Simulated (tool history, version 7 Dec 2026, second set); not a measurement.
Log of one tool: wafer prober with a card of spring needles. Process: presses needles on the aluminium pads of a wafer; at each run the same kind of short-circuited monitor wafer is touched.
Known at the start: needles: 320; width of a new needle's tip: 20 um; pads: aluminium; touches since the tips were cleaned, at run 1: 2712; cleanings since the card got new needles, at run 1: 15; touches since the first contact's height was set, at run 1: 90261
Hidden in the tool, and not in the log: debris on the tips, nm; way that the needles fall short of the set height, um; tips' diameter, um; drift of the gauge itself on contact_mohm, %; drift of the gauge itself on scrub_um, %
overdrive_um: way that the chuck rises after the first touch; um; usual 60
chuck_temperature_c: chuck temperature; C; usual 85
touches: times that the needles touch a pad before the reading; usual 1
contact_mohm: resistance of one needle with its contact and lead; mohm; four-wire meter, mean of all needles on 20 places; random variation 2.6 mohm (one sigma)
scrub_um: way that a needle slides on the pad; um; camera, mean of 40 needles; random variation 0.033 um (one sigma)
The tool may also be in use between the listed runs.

run	hour	overdrive_um	chuck_temperature_c	touches	touches since the tips were cleaned	cleanings since the card got new needles	touches since the first contact's height was set	contact_mohm	scrub_um
1	0.0	60	85	1	2712	15	90261	305	8.50
2	11.1	60	78	1	5045	15	92594	306	8.47
# hour 12.5: tips cleaned on abrasive film
3	23.2	60	78	1	2246	16	95129	301	8.58
4	36.0	60	78	1	4947	16	97830	302	8.55
# hour 37.4: tips cleaned on abrasive film
5	47.8	58	85	1	2194	17	100316	302	8.23
# hour 62.2: tips cleaned on abrasive film
6	66.3	58	85	1	853	18	104186	311	8.22
7	80.0	65	123	2	3751	18	107084	313	9.24
# hour 87.5: tips cleaned on abrasive film
8	96.2	60	45	1	1831	19	110485	287	8.45
9	111.0	55	67	2	4960	19	113614	300	7.83
# hour 112.3: tips cleaned on abrasive film
10	122.1	49	90	1	2067	20	115926	317	6.94
# hour 137.5: tips cleaned on abrasive film
11	137.5	44	30	1	0	21	119166	297	6.29
12	150.9	44	30	1	2831	21	121997	299	6.27

3 ways to go on from here, each from the tool as it stands after run 12. What would each give?
# hour 162.3: tips cleaned on abrasive film
A	166.8	60	88	1	957	22	125328	?	?
# hour 162.3: tips cleaned on abrasive film
B	166.8	45	30	3	957	22	125328	?	?
# hour 162.3: tips cleaned on abrasive film
C	166.8	44	99	2	957	22	125328	?	?

run	contact_mohm	scrub_um
A	310	8.55
B	294	6.37
C	327	6.24
Without the tool's hidden state the same runs would have given:
run	contact_mohm	scrub_um
A	310	8.55
B	294	6.37
C	327	6.25

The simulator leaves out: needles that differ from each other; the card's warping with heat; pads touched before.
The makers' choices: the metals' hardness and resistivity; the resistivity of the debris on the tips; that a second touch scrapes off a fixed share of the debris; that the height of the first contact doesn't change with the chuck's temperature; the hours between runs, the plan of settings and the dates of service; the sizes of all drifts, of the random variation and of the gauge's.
